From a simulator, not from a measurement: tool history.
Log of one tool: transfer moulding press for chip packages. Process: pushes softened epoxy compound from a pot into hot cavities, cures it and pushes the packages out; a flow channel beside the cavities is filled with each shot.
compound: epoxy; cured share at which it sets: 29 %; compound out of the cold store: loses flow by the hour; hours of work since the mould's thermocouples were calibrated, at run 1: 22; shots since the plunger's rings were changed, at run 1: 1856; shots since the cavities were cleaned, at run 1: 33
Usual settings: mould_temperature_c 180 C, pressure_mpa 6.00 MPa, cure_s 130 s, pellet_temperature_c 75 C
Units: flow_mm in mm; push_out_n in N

run,hour,mould_temperature_c,pressure_mpa,cure_s,pellet_temperature_c,hours of work since the mould's thermocouples were calibrated,shots since the plunger's rings were changed,shots since the cavities were cleaned,incoming compound's hours out of the cold store,flow_mm,push_out_n
1,0.0,180,6.00,130,75,22,1856,33,36.4,858,332
2,7.3,180,6.00,130,75,26,1921,98,13.5,886,373
3,14.7,180,6.00,130,78,31,1988,165,44.2,835,397
4,21.9,180,6.00,130,78,36,2052,229,46.6,824,418
5,29.0,184,6.00,130,75,40,2115,292,17.2,877,383
6,34.7,180,6.00,130,75,44,2166,343,19.5,889,460
7,39.2,180,6.00,130,75,47,2207,384,46.0,824,453
8,47.4,180,6.00,130,75,52,2280,457,12.8,887,492
9,53.7,180,6.00,130,75,56,2336,513,13.5,876,487
10,59.0,180,6.00,130,75,60,2384,561,37.8,830,484
11,68.1,180,6.00,130,75,66,2465,642,21.9,876,510
12,75.4,180,6.00,130,69,70,2530,707,20.5,862,533
# hour 79.1: cavities cleaned with cleaning compound and waxed
13,83.5,180,6.00,146,75,75,2590,40,43.4,828,297
# hour 86.4: mould's thermocouples calibrated
14,94.5,180,6.00,146,75,5,2670,120,15.8,878,336
15,100.5,180,6.00,146,75,9,2724,174,30.7,857,335
16,107.6,180,6.00,146,75,14,2787,237,19.5,875,371
# hour 110.3: mould's thermocouples calibrated, once more
17,115.5,180,6.00,146,75,3,2840,290,21.3,868,390
18,122.0,183,6.00,126,75,8,2898,348,13.2,870,424
19,128.4,181,5.70,162,70,12,2955,405,13.5,855,387
20,135.1,176,5.43,153,71,16,3016,466,33.0,812,468
21,144.2,180,6.00,130,82,22,3096,546,20.1,870,497
22,149.7,180,6.00,130,81,26,3146,596,12.0,878,518
23,154.5,187,5.36,125,76,29,3189,639,11.9,819,423
24,160.5,180,6.00,136,75,33,3242,692,34.0,832,483
# hour 164.3: plunger's sealing rings changed
# hour 168.5: cavities cleaned with cleaning compound and waxed
25,170.2,178,4.90,133,72,36,40,16,45.7,770,350
26,176.3,178,4.90,133,72,40,94,70,32.7,800,383
27,186.1,178,4.90,133,72,47,182,158,12.9,831,428
28,190.7,178,4.90,133,72,49,223,199,13.5,837,463

4 ways to go on from here, each from the tool as it stands after run 28. What would each give?
A,196.6,176,5.08,117,75,53,276,252,9.0,?,?
B,196.6,178,7.26,110,68,53,276,252,28.7,?,?
C,196.6,180,6.77,130,76,53,276,252,14.5,?,?
D,196.6,178,5.50,126,75,53,276,252,24.1,?,?

run,flow_mm,push_out_n
A,862,761
B,978,720
C,966,436
D,844,498
Without the tool's hidden state the same runs would have given:
run,flow_mm,push_out_n
A,867,534
B,983,503
C,971,305
D,849,351
